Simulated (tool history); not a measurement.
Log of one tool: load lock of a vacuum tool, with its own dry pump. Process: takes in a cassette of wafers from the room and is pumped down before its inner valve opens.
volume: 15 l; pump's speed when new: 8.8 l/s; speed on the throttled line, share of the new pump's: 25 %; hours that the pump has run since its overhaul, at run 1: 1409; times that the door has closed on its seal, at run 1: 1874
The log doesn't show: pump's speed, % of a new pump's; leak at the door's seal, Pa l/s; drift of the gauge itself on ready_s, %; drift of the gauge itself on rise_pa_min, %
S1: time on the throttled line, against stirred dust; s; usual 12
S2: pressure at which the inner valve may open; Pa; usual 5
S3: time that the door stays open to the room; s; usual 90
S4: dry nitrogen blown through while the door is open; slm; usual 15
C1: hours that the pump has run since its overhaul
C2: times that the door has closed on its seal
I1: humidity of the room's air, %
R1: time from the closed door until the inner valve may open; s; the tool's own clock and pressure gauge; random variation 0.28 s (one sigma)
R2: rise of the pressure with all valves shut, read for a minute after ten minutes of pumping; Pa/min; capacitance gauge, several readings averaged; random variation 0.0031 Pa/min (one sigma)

{"run": 1, "hour": 0.0, "S1": 12, "S2": 5, "S3": 90, "S4": 15, "C1": 1409, "C2": 1874, "I1": 43.2, "R1": 26.5, "R2": 0.073}
{"run": 2, "hour": 96.5, "S1": 12, "S2": 5, "S3": 90, "S4": 15, "C1": 1506, "C2": 2056, "I1": 49.1, "R1": 26.1, "R2": 0.081}
{"run": 3, "hour": 220.1, "S1": 12, "S2": 5, "S3": 128, "S4": 15, "C1": 1630, "C2": 2288, "I1": 46.9, "R1": 26.4, "R2": 0.088}
{"run": 4, "hour": 356.6, "S1": 12, "S2": 5, "S3": 128, "S4": 15, "C1": 1766, "C2": 2545, "I1": 44, "R1": 26.7, "R2": 0.091}
{"run": 5, "hour": 495.9, "S1": 12, "S2": 5, "S3": 128, "S4": 15, "C1": 1905, "C2": 2807, "I1": 43.7, "R1": 26.2, "R2": 0.086}
{"run": 6, "hour": 633.2, "S1": 12, "S2": 5, "S3": 90, "S4": 13, "C1": 2043, "C2": 3065, "I1": 43.4, "R1": 26.6, "R2": 0.082}
{"run": 7, "hour": 731.9, "S1": 12, "S2": 5, "S3": 90, "S4": 13, "C1": 2141, "C2": 3251, "I1": 41.2, "R1": 26.3, "R2": 0.083}
{"run": 8, "hour": 840.2, "S1": 12, "S2": 5, "S3": 90, "S4": 15, "C1": 2250, "C2": 3454, "I1": 43.8, "R1": 26.2, "R2": 0.079}
{"run": 9, "hour": 945.9, "S1": 12, "S2": 5, "S3": 90, "S4": 15, "C1": 2355, "C2": 3653, "I1": 44.7, "R1": 26.8, "R2": 0.092}
{"run": 10, "hour": 1036.2, "S1": 12, "S2": 5, "S3": 147, "S4": 15, "C1": 2446, "C2": 3823, "I1": 50.1, "R1": 26.4, "R2": 0.107}
{"run": 11, "hour": 1159.6, "S1": 12, "S2": 5, "S3": 147, "S4": 15, "C1": 2569, "C2": 4055, "I1": 46.7, "R1": 26.5, "R2": 0.104}
{"run": 12, "hour": 1244.5, "S1": 12, "S2": 5, "S3": 60, "S4": 15, "C1": 2654, "C2": 4215, "I1": 43.3, "R1": 26.3, "R2": 0.079}
{"run": 13, "hour": 1360.6, "S1": 12, "S2": 5, "S3": 60, "S4": 15, "C1": 2770, "C2": 4433, "I1": 49, "R1": 26.2, "R2": 0.084}
{"run": 14, "hour": 1502.6, "S1": 9, "S2": 5, "S3": 90, "S4": 15, "C1": 2912, "C2": 4700, "I1": 45.2, "R1": 24.5, "R2": 0.091}
{"run": 15, "hour": 1665.3, "S1": 12, "S2": 5, "S3": 90, "S4": 22, "C1": 3075, "C2": 5006, "I1": 42.6, "R1": 26.5, "R2": 0.082}
{"run": 16, "hour": 1790.3, "S1": 12, "S2": 5, "S3": 90, "S4": 15, "C1": 3200, "C2": 5241, "I1": 48.1, "R1": 26, "R2": 0.097}
{"run": 17, "hour": 1942.5, "S1": 12, "S2": 5, "S3": 90, "S4": 15, "C1": 3352, "C2": 5528, "I1": 46.4, "R1": 26.3, "R2": 0.105}
{"run": 18, "hour": 2062.9, "S1": 12, "S2": 5, "S3": 90, "S4": 15, "C1": 3472, "C2": 5754, "I1": 45.7, "R1": 26.8, "R2": 0.104}
{"run": 19, "hour": 2147.8, "S1": 12, "S2": 4, "S3": 64, "S4": 15, "C1": 3557, "C2": 5914, "I1": 48.5, "R1": 26.4, "R2": 0.095}
{"run": 20, "hour": 2224.5, "S1": 9, "S2": 8, "S3": 90, "S4": 6, "C1": 3634, "C2": 6058, "I1": 47.7, "R1": 24, "R2": 0.138}
{"run": 21, "hour": 2296.3, "S1": 17, "S2": 10, "S3": 45, "S4": 15, "C1": 3706, "C2": 6193, "I1": 46.5, "R1": 28.5, "R2": 0.091}
{"run": 22, "hour": 2382.8, "S1": 9, "S2": 5, "S3": 44, "S4": 23, "C1": 3792, "C2": 6356, "I1": 44.8, "R1": 24.1, "R2": 0.078}
{"run": 23, "hour": 2526.7, "S1": 9, "S2": 4, "S3": 44, "S4": 15, "C1": 3936, "C2": 6626, "I1": 44.3, "R1": 25, "R2": 0.095}
{"run": 24, "hour": 2670.1, "S1": 21, "S2": 4, "S3": 42, "S4": 13, "C1": 4080, "C2": 6896, "I1": 44, "R1": 33.9, "R2": 0.096}
{"run": 25, "hour": 2825.6, "S1": 13, "S2": 6, "S3": 160, "S4": 6, "C1": 4235, "C2": 7188, "I1": 45.7, "R1": 26.6, "R2": 0.167}
{"run": 26, "hour": 2957.9, "S1": 13, "S2": 6, "S3": 160, "S4": 6, "C1": 4367, "C2": 7437, "I1": 41.2, "R1": 26.6, "R2": 0.16}
{"run": 27, "hour": 3072.3, "S1": 12, "S2": 5, "S3": 79, "S4": 5, "C1": 4482, "C2": 7652, "I1": 46.6, "R1": 27, "R2": 0.152}
{"run": 28, "hour": 3157.3, "S1": 14, "S2": 5, "S3": 163, "S4": 16, "C1": 4567, "C2": 7812, "I1": 41.5, "R1": 27.9, "R2": 0.13}
{"run": 29, "hour": 3277.5, "S1": 9, "S2": 9, "S3": 104, "S4": 15, "C1": 4687, "C2": 8038, "I1": 45, "R1": 23.1, "R2": 0.128}
{"run": 30, "hour": 3422.9, "S1": 9, "S2": 9, "S3": 104, "S4": 15, "C1": 4832, "C2": 8312, "I1": 45.3, "R1": 23.1, "R2": 0.132}
{"run": 31, "hour": 3547.1, "S1": 9, "S2": 9, "S3": 104, "S4": 15, "C1": 4957, "C2": 8545, "I1": 48.1, "R1": 23.4, "R2": 0.133}
{"run": 32, "hour": 3648.0, "S1": 12, "S2": 7, "S3": 90, "S4": 31, "C1": 5057, "C2": 8735, "I1": 41.1, "R1": 25.8, "R2": 0.107}
{"run": 33, "hour": 3769.5, "S1": 16, "S2": 9, "S3": 39, "S4": 45, "C1": 5179, "C2": 8964, "I1": 47.1, "R1": 28.7, "R2": 0.093}
{"run": 34, "hour": 3926.0, "S1": 16, "S2": 9, "S3": 89, "S4": 45, "C1": 5335, "C2": 9258, "I1": 44.1, "R1": 28.9, "R2": 0.101}
{"run": 35, "hour": 4010.2, "S1": 16, "S2": 9, "S3": 89, "S4": 45, "C1": 5420, "C2": 9416, "I1": 49.2, "R1": 28.4, "R2": 0.108}
{"run": 36, "hour": 4080.2, "S1": 11, "S2": 9, "S3": 108, "S4": 14, "C1": 5490, "C2": 9548, "I1": 45.4, "R1": 25.1, "R2": 0.148}

The same runs without the tool's hidden state, with the same run-to-run variation:
run=1 R1=26.3 R2=0.06
run=2 R1=26 R2=0.067
run=3 R1=26.2 R2=0.073
run=4 R1=26.5 R2=0.074
run=5 R1=26 R2=0.067
run=6 R1=26.4 R2=0.061
run=7 R1=26.1 R2=0.061
run=8 R1=26 R2=0.056
run=9 R1=26.6 R2=0.067
run=10 R1=26.1 R2=0.081
run=11 R1=26.2 R2=0.076
run=12 R1=26.1 R2=0.05
run=13 R1=25.9 R2=0.054
run=14 R1=24.3 R2=0.059
run=15 R1=26.2 R2=0.048
run=16 R1=25.7 R2=0.061
run=17 R1=26 R2=0.066
run=18 R1=26.5 R2=0.063
run=19 R1=26.1 R2=0.053
run=20 R1=23.7 R2=0.094
run=21 R1=28.2 R2=0.047
run=22 R1=23.7 R2=0.033
run=23 R1=24.7 R2=0.046
run=24 R1=33.6 R2=0.045
run=25 R1=26.3 R2=0.115
run=26 R1=26.3 R2=0.104
run=27 R1=26.6 R2=0.093
run=28 R1=27.5 R2=0.071
run=29 R1=22.7 R2=0.067
run=30 R1=22.7 R2=0.069
run=31 R1=23 R2=0.066
run=32 R1=25.3 R2=0.039
run=33 R1=28.3 R2=0.022
run=34 R1=28.5 R2=0.028
run=35 R1=28 R2=0.032
run=36 R1=24.6 R2=0.07
